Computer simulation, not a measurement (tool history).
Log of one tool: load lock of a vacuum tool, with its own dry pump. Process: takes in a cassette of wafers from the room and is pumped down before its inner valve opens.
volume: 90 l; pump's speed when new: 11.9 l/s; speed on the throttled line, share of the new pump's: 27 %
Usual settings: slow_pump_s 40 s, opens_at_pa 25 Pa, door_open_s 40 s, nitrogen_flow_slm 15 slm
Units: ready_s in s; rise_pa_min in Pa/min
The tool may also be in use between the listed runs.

run    hour  slow_pump_s  opens_at_pa  door_open_s  nitrogen_flow_slm  incoming humidity of the room's air, %  ready_s  rise_pa_min
  1       0           40           25           40                 15                                    46.1     96.8        0.081
  2   120.4           40           25           52                 15                                    46.9     96.6        0.087
  3   226.7           40           25           52                 15                                    44.9     96.9        0.091
  4     375           40           25           52                 15                                    44.3       98        0.089
  5   500.9           40           25           40                 15                                    47.8     96.8        0.091
  6   618.9           40           25           44                 15                                    46.3     97.5        0.094
  7   776.4           40           21           40                 15                                    42.3     98.7        0.094
  8   870.1           40           21           40                 15                                    45.1     97.6        0.094
  9  1027.2           40           21          181                 15                                    44.4     98.2        0.115
 10  1210.4           75           50          121                  7                                    40.8    115.2        0.119
 11  1303.2           75           50          121                  7                                    44.9    116.8        0.121
 12  1433.3           75           50          184                  7                                    44.9    116.9        0.141
 13  1593.8           75           50          184                  7                                    46.2    115.3        0.139

Forecast each of these 3 alternatives for the next run:
  A  1741.6           75           27          184                  7                                    43.8        ?            ?
  B  1741.6           46           25          184                  7                                    49.6        ?            ?
  C  1741.6           40           25           80                 15                                    48.2        ?            ?

run  ready_s  rise_pa_min
  A    121.3        0.141
  B    100.5        0.152
  C     97.4        0.115
Without the tool's hidden state the same runs would have given:
run  ready_s  rise_pa_min
  A    117.2        0.054
  B     95.6        0.064
  C     92.3        0.027
